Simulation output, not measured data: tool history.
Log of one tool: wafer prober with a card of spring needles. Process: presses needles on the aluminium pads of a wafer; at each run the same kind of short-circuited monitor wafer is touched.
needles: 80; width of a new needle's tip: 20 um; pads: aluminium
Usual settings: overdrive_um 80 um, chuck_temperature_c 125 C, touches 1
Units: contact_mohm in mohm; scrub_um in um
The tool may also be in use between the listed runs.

run 1 hour=0 | overdrive_um=80 chuck_temperature_c=125 touches=1 | contact_mohm=326 scrub_um=21.13
-- hour=3.7 tips cleaned on abrasive film
-- hour=18.3 tips cleaned on abrasive film
run 2 hour=25.5 | overdrive_um=80 chuck_temperature_c=125 touches=1 | contact_mohm=322 scrub_um=21.08
-- hour=35.9 tips cleaned on abrasive film
-- hour=52.4 tips cleaned on abrasive film
-- hour=69.3 tips cleaned on abrasive film
run 3 hour=81.3 | overdrive_um=80 chuck_temperature_c=125 touches=1 | contact_mohm=327 scrub_um=21
-- hour=87.4 tips cleaned on abrasive film
-- hour=105.1 tips cleaned on abrasive film
-- hour=121.4 tips cleaned on abrasive film
-- hour=124.6 height of the first contact set anew
run 4 hour=124.6 | overdrive_um=80 chuck_temperature_c=125 touches=1 | contact_mohm=312 scrub_um=21.16
-- hour=138.9 tips cleaned on abrasive film
-- hour=154.4 tips cleaned on abrasive film
run 5 hour=154.4 | overdrive_um=80 chuck_temperature_c=125 touches=1 | contact_mohm=294 scrub_um=21.1
-- hour=170 tips cleaned on abrasive film
-- hour=185.6 tips cleaned on abrasive film
-- hour=202 tips cleaned on abrasive film
run 6 hour=211 | overdrive_um=80 chuck_temperature_c=125 touches=1 | contact_mohm=325 scrub_um=21
-- hour=218.9 tips cleaned on abrasive film
-- hour=235.3 tips cleaned on abrasive film
-- hour=253.2 tips cleaned on abrasive film
run 7 hour=255.7 | overdrive_um=80 chuck_temperature_c=125 touches=1 | contact_mohm=310 scrub_um=20.96
-- hour=270.3 tips cleaned on abrasive film
-- hour=281.4 height of the first contact set anew
-- hour=286.5 tips cleaned on abrasive film
run 8 hour=286.5 | overdrive_um=80 chuck_temperature_c=125 touches=1 | contact_mohm=288 scrub_um=21.13
-- hour=301.9 tips cleaned on abrasive film
-- hour=320 tips cleaned on abrasive film
-- hour=337.1 tips cleaned on abrasive film
run 9 hour=344.5 | overdrive_um=80 chuck_temperature_c=125 touches=1 | contact_mohm=322 scrub_um=21.04
-- hour=354.6 tips cleaned on abrasive film
-- hour=371.6 tips cleaned on abrasive film
-- hour=389 tips cleaned on abrasive film
run 10 hour=396.2 | overdrive_um=81 chuck_temperature_c=33 touches=1 | contact_mohm=294 scrub_um=21.26
-- hour=405.5 tips cleaned on abrasive film
-- hour=421.7 tips cleaned on abrasive film
run 11 hour=421.9 | overdrive_um=67 chuck_temperature_c=33 touches=2 | contact_mohm=270 scrub_um=17.52
-- hour=437.6 tips cleaned on abrasive film
-- hour=437.9 height of the first contact set anew
-- hour=456.1 tips cleaned on abrasive film
run 12 hour=465.4 | overdrive_um=67 chuck_temperature_c=33 touches=2 | contact_mohm=304 scrub_um=17.69
-- hour=472.7 tips cleaned on abrasive film
-- hour=489.3 tips cleaned on abrasive film
run 13 hour=502.2 | overdrive_um=74 chuck_temperature_c=33 touches=2 | contact_mohm=296 scrub_um=19.45
-- hour=505.9 tips cleaned on abrasive film
-- hour=521.4 tips cleaned on abrasive film
-- hour=536.6 tips cleaned on abrasive film
run 14 hour=536.6 | overdrive_um=71 chuck_temperature_c=42 touches=2 | contact_mohm=269 scrub_um=18.6
-- hour=553.9 tips cleaned on abrasive film
-- hour=570.7 tips cleaned on abrasive film
run 15 hour=573.4 | overdrive_um=83 chuck_temperature_c=68 touches=2 | contact_mohm=284 scrub_um=21.69
-- hour=587.8 tips cleaned on abrasive film
-- hour=594.8 height of the first contact set anew
-- hour=604 tips cleaned on abrasive film
run 16 hour=610.8 | overdrive_um=96 chuck_temperature_c=119 touches=2 | contact_mohm=301 scrub_um=25.36
-- hour=620.8 tips cleaned on abrasive film
-- hour=637.5 tips cleaned on abrasive film
run 17 hour=641.9 | overdrive_um=96 chuck_temperature_c=119 touches=2 | contact_mohm=297 scrub_um=25.26
-- hour=655.6 tips cleaned on abrasive film
run 18 hour=667.2 | overdrive_um=84 chuck_temperature_c=100 touches=2 | contact_mohm=308 scrub_um=22.1

Measured less the same run without the tool's hidden state. The same run-to-run variation is in both; the gauge's scatter may not be:
The hidden state here: debris on the tips, nm; way that the needles fall short of the set height, um; tips' diameter, um; drift of the gauge itself on contact_mohm, %; drift of the gauge itself on scrub_um, %.
run=1 contact_mohm=+42 scrub_um=-0.02
run=2 contact_mohm=+33 scrub_um=-0.07
run=3 contact_mohm=+42 scrub_um=-0.15
run=4 contact_mohm=+23 scrub_um=+0
run=5 contact_mohm=+3 scrub_um=-0.05
run=6 contact_mohm=+37 scrub_um=-0.13
run=7 contact_mohm=+22 scrub_um=-0.19
run=8 contact_mohm=+3 scrub_um=-0.02
run=9 contact_mohm=+36 scrub_um=-0.08
run=10 contact_mohm=+37 scrub_um=-0.15
run=11 contact_mohm=+6 scrub_um=-0.2
run=12 contact_mohm=+38 scrub_um=-0.03
run=13 contact_mohm=+36 scrub_um=-0.09
run=14 contact_mohm=+4 scrub_um=-0.17
run=15 contact_mohm=+13 scrub_um=-0.22
run=16 contact_mohm=+17 scrub_um=-0.03
run=17 contact_mohm=+14 scrub_um=-0.09
run=18 contact_mohm=+26 scrub_um=-0.11
